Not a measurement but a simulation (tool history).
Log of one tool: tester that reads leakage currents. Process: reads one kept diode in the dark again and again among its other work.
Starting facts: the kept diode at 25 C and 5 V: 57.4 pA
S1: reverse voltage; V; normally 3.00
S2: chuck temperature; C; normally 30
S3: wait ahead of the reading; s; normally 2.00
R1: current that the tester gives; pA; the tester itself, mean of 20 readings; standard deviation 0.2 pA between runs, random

{"run": 1, "day": 0.0, "S1": 3.0, "S2": 30, "S3": 2.0, "R1": 66.29}
{"run": 2, "day": 1.288, "S1": 3.0, "S2": 30, "S3": 2.0, "R1": 65.86}
{"run": 3, "day": 2.662, "S1": 3.0, "S2": 30, "S3": 2.0, "R1": 66.14}
{"run": 4, "day": 3.808, "S1": 3.0, "S2": 27, "S3": 2.0, "R1": 51.88}
{"run": 5, "day": 5.212, "S1": 3.0, "S2": 27, "S3": 2.0, "R1": 51.78}
{"run": 6, "day": 6.596, "S1": 3.0, "S2": 30, "S3": 2.0, "R1": 65.77}
{"run": 7, "day": 8.333, "S1": 3.0, "S2": 30, "S3": 2.0, "R1": 66.31}
{"run": 8, "day": 10.2, "S1": 3.0, "S2": 30, "S3": 2.0, "R1": 66.23}
{"run": 9, "day": 11.854, "S1": 3.0, "S2": 30, "S3": 2.0, "R1": 66.22}
{"run": 10, "day": 14.25, "S1": 3.0, "S2": 30, "S3": 2.0, "R1": 66.16}
{"run": 11, "day": 16.362, "S1": 3.0, "S2": 30, "S3": 2.0, "R1": 65.95}
{"run": 12, "day": 17.633, "S1": 3.0, "S2": 30, "S3": 2.0, "R1": 66.27}
{"run": 13, "day": 18.833, "S1": 3.0, "S2": 36, "S3": 2.0, "R1": 106.89}
{"run": 14, "day": 20.804, "S1": 3.0, "S2": 36, "S3": 2.0, "R1": 106.87}
{"run": 15, "day": 22.629, "S1": 3.0, "S2": 36, "S3": 2.0, "R1": 106.31}
{"run": 16, "day": 24.942, "S1": 3.0, "S2": 49, "S3": 2.0, "R1": 284.95}
{"run": 17, "day": 26.671, "S1": 3.0, "S2": 33, "S3": 2.0, "R1": 84.38}
{"run": 18, "day": 27.908, "S1": 3.0, "S2": 30, "S3": 1.09, "R1": 67.0}
{"run": 19, "day": 29.296, "S1": 3.0, "S2": 28, "S3": 1.09, "R1": 56.45}
{"run": 20, "day": 31.696, "S1": 3.0, "S2": 28, "S3": 1.09, "R1": 56.74}
{"run": 21, "day": 33.808, "S1": 3.42, "S2": 36, "S3": 0.42, "R1": 117.61}
{"run": 22, "day": 35.654, "S1": 17.96, "S2": 30, "S3": 3.87, "R1": 180.87}
{"run": 23, "day": 37.188, "S1": 3.0, "S2": 21, "S3": 2.0, "R1": 31.09}
{"run": 24, "day": 38.238, "S1": 3.0, "S2": 21, "S3": 2.0, "R1": 31.16}
{"run": 25, "day": 40.658, "S1": 3.0, "S2": 21, "S3": 2.0, "R1": 31.23}
{"run": 26, "day": 41.871, "S1": 3.0, "S2": 21, "S3": 2.0, "R1": 31.44}
{"run": 27, "day": 43.725, "S1": 8.16, "S2": 21, "S3": 1.17, "R1": 56.6}
{"run": 28, "day": 45.458, "S1": 8.16, "S2": 21, "S3": 1.17, "R1": 56.48}
{"run": 29, "day": 47.092, "S1": 3.0, "S2": 27, "S3": 4.43, "R1": 51.34}
{"run": 30, "day": 48.75, "S1": 3.0, "S2": 27, "S3": 4.43, "R1": 51.44}
{"run": 31, "day": 50.621, "S1": 1.09, "S2": 60, "S3": 2.68, "R1": 348.24}
{"run": 32, "day": 51.888, "S1": 6.91, "S2": 40, "S3": 2.68, "R1": 230.94}
{"day": 53.167, "done": "probe card cleaned and baked"}
{"run": 33, "day": 54.308, "S1": 6.91, "S2": 40, "S3": 2.68, "R1": 232.38}
{"run": 34, "day": 56.433, "S1": 6.91, "S2": 40, "S3": 2.68, "R1": 231.99}
{"run": 35, "day": 57.912, "S1": 6.91, "S2": 40, "S3": 2.68, "R1": 231.99}
{"run": 36, "day": 60.121, "S1": 14.58, "S2": 30, "S3": 2.0, "R1": 161.72}
{"run": 37, "day": 62.062, "S1": 3.0, "S2": 30, "S3": 6.46, "R1": 65.55}
{"run": 38, "day": 64.096, "S1": 3.0, "S2": 27, "S3": 2.0, "R1": 52.02}
{"run": 39, "day": 65.738, "S1": 4.44, "S2": 30, "S3": 2.0, "R1": 82.77}
{"run": 40, "day": 66.812, "S1": 4.44, "S2": 40, "S3": 2.0, "R1": 181.46}

Per-run results on a tool with no hidden state, each run keeping its own random variation:
Hidden state at play: stray current of the dirty probe card, pA a volt; current scale over the true one, %; true chuck temperature over the reading, C; drift of the gauge itself on leakage_pa, %.
run=1 R1=66.25
run=2 R1=65.82
run=3 R1=66.10
run=4 R1=51.85
run=5 R1=51.74
run=6 R1=65.72
run=7 R1=66.26
run=8 R1=66.18
run=9 R1=66.17
run=10 R1=66.11
run=11 R1=65.89
run=12 R1=66.21
run=13 R1=106.81
run=14 R1=106.78
run=15 R1=106.22
run=16 R1=284.75
run=17 R1=84.30
run=18 R1=66.93
run=19 R1=56.39
run=20 R1=56.68
run=21 R1=117.50
run=22 R1=180.61
run=23 R1=31.04
run=24 R1=31.11
run=25 R1=31.18
run=26 R1=31.39
run=27 R1=56.49
run=28 R1=56.37
run=29 R1=51.27
run=30 R1=51.36
run=31 R1=347.92
run=32 R1=230.66
run=33 R1=232.13
run=34 R1=231.74
run=35 R1=231.73
run=36 R1=161.52
run=37 R1=65.46
run=38 R1=51.95
run=39 R1=82.67
run=40 R1=181.24
